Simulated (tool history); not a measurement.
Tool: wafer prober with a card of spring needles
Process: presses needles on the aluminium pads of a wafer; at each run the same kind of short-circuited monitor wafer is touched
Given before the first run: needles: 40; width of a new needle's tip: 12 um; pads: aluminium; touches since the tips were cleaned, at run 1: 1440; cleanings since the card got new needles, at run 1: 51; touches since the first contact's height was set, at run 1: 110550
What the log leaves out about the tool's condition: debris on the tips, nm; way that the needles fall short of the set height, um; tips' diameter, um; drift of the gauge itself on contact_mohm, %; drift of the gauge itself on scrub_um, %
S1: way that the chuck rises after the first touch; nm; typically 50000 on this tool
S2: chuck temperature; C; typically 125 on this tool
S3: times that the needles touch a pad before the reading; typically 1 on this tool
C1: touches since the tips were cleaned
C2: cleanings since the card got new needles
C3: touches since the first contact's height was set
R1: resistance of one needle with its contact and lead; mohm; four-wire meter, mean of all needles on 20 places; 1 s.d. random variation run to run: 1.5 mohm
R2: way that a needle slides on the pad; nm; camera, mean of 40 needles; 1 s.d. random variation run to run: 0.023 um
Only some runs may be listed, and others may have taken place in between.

{"run": 1, "hour": 0.0, "S1": 50000, "S2": 125, "S3": 1, "C1": 1440, "C2": 51, "C3": 110550, "R1": 194, "R2": 9090}
{"hour": 1.8, "done": "tips cleaned on abrasive film"}
{"hour": 6.7, "done": "tips cleaned on abrasive film"}
{"run": 2, "hour": 6.7, "S1": 63000, "S2": 125, "S3": 1, "C1": 0, "C2": 53, "C3": 113662, "R1": 134, "R2": 11470}
{"hour": 11.6, "done": "tips cleaned on abrasive film"}
{"hour": 16.0, "done": "tips cleaned on abrasive film"}
{"hour": 20.2, "done": "tips cleaned on abrasive film"}
{"run": 3, "hour": 21.2, "S1": 63000, "S2": 125, "S3": 1, "C1": 488, "C2": 56, "C3": 120431, "R1": 147, "R2": 11460}
{"hour": 22.6, "done": "height of the first contact set anew"}
{"hour": 25.6, "done": "tips cleaned on abrasive film"}
{"hour": 30.6, "done": "tips cleaned on abrasive film"}
{"hour": 34.7, "done": "tips cleaned on abrasive film"}
{"run": 4, "hour": 35.8, "S1": 63000, "S2": 125, "S3": 1, "C1": 510, "C2": 59, "C3": 6166, "R1": 148, "R2": 11930}
{"hour": 39.0, "done": "tips cleaned on abrasive film"}
{"hour": 43.8, "done": "tips cleaned on abrasive film"}
{"hour": 48.0, "done": "tips cleaned on abrasive film"}
{"run": 5, "hour": 48.0, "S1": 63000, "S2": 125, "S3": 1, "C1": 0, "C2": 62, "C3": 11851, "R1": 133, "R2": 11930}
{"hour": 52.5, "done": "tips cleaned on abrasive film"}
{"hour": 57.6, "done": "tips cleaned on abrasive film"}
{"run": 6, "hour": 58.4, "S1": 63000, "S2": 125, "S3": 1, "C1": 388, "C2": 64, "C3": 16678, "R1": 139, "R2": 11890}
{"hour": 62.3, "done": "tips cleaned on abrasive film"}
{"run": 7, "hour": 65.5, "S1": 42000, "S2": 125, "S3": 1, "C1": 1558, "C2": 65, "C3": 20050, "R1": 212, "R2": 7900}
{"hour": 66.7, "done": "tips cleaned on abrasive film"}
{"hour": 71.2, "done": "tips cleaned on abrasive film"}
{"hour": 75.8, "done": "tips cleaned on abrasive film"}
{"hour": 80.8, "done": "tips cleaned on abrasive film"}
{"run": 8, "hour": 80.9, "S1": 42000, "S2": 125, "S3": 1, "C1": 56, "C2": 69, "C3": 27174, "R1": 148, "R2": 7870}
{"hour": 85.5, "done": "tips cleaned on abrasive film"}
{"hour": 90.0, "done": "tips cleaned on abrasive film"}
{"hour": 95.1, "done": "tips cleaned on abrasive film"}
{"run": 9, "hour": 95.9, "S1": 41000, "S2": 125, "S3": 3, "C1": 401, "C2": 72, "C3": 34197, "R1": 150, "R2": 7630}
{"hour": 99.5, "done": "tips cleaned on abrasive film"}
{"hour": 104.4, "done": "tips cleaned on abrasive film"}
{"run": 10, "hour": 106.6, "S1": 41000, "S2": 26, "S3": 1, "C1": 1093, "C2": 74, "C3": 39202, "R1": 194, "R2": 7630}
{"hour": 109.4, "done": "tips cleaned on abrasive film"}
{"hour": 114.5, "done": "tips cleaned on abrasive film"}
{"hour": 118.8, "done": "tips cleaned on abrasive film"}
{"run": 11, "hour": 120.2, "S1": 41000, "S2": 26, "S3": 3, "C1": 632, "C2": 77, "C3": 45496, "R1": 141, "R2": 7570}
{"hour": 123.0, "done": "tips cleaned on abrasive film"}
{"hour": 127.8, "done": "tips cleaned on abrasive film"}
{"hour": 132.5, "done": "tips cleaned on abrasive film"}
{"run": 12, "hour": 135.9, "S1": 41000, "S2": 26, "S3": 3, "C1": 1596, "C2": 80, "C3": 52837, "R1": 158, "R2": 7540}

Some steps in R1, run to run, broken into two amounts with sign: the step expected even without the hidden condition (settings, incoming material, random variation), and the rest, left for the hidden condition together with whatever gauge scatter is not in both the measured and the hidden-condition-free result:
Run 6 -> 7: S1 63000 -> 42000, tips cleaned on abrasive film. R1 +73 mohm: hidden state +66, all else +7.

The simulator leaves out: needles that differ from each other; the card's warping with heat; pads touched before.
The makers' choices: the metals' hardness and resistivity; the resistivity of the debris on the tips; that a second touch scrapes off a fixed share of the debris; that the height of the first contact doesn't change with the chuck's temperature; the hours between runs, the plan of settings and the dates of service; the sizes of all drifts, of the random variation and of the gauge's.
